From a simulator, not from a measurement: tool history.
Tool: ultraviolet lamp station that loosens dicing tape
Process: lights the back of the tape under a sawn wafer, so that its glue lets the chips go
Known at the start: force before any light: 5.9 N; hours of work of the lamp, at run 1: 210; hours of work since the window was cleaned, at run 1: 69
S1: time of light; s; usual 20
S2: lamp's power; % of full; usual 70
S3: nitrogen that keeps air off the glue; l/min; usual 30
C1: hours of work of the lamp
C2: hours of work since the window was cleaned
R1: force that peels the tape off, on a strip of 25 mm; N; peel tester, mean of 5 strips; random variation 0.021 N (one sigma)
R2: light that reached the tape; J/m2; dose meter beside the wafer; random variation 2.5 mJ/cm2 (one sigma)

run	hour	S1	S2	S3	C1	C2	R1	R2
1	0.0	20	70	30	210	69	1.191	2720
2	10.7	20	70	38	215	75	1.106	2740
3	20.1	26	70	30	220	79	0.811	3570
4	31.6	26	70	30	225	85	0.817	3480
5	36.4	26	70	30	228	87	0.791	3460
6	48.3	20	70	30	233	93	1.212	2730
7	60.1	32	80	14	239	99	0.610	4910
8	70.1	14	66	42	244	104	1.890	1810
9	78.6	20	96	21	248	108	0.862	3680
10	84.0	20	96	21	251	110	0.870	3680
11	93.0	20	65	17	255	115	1.607	2440

Forecast each of these 3 alternatives for the next run:
A	104.9	28	97	19	261	121	?	?
B	104.9	14	70	43	261	121	?	?
C	104.9	27	70	28	261	121	?	?

run	R1	R2
A	0.492	5140
B	1.835	1820
C	0.766	3570
Without the tool's hidden state the same runs would have given:
run	R1	R2
A	0.392	5890
B	1.560	2090
C	0.604	4090

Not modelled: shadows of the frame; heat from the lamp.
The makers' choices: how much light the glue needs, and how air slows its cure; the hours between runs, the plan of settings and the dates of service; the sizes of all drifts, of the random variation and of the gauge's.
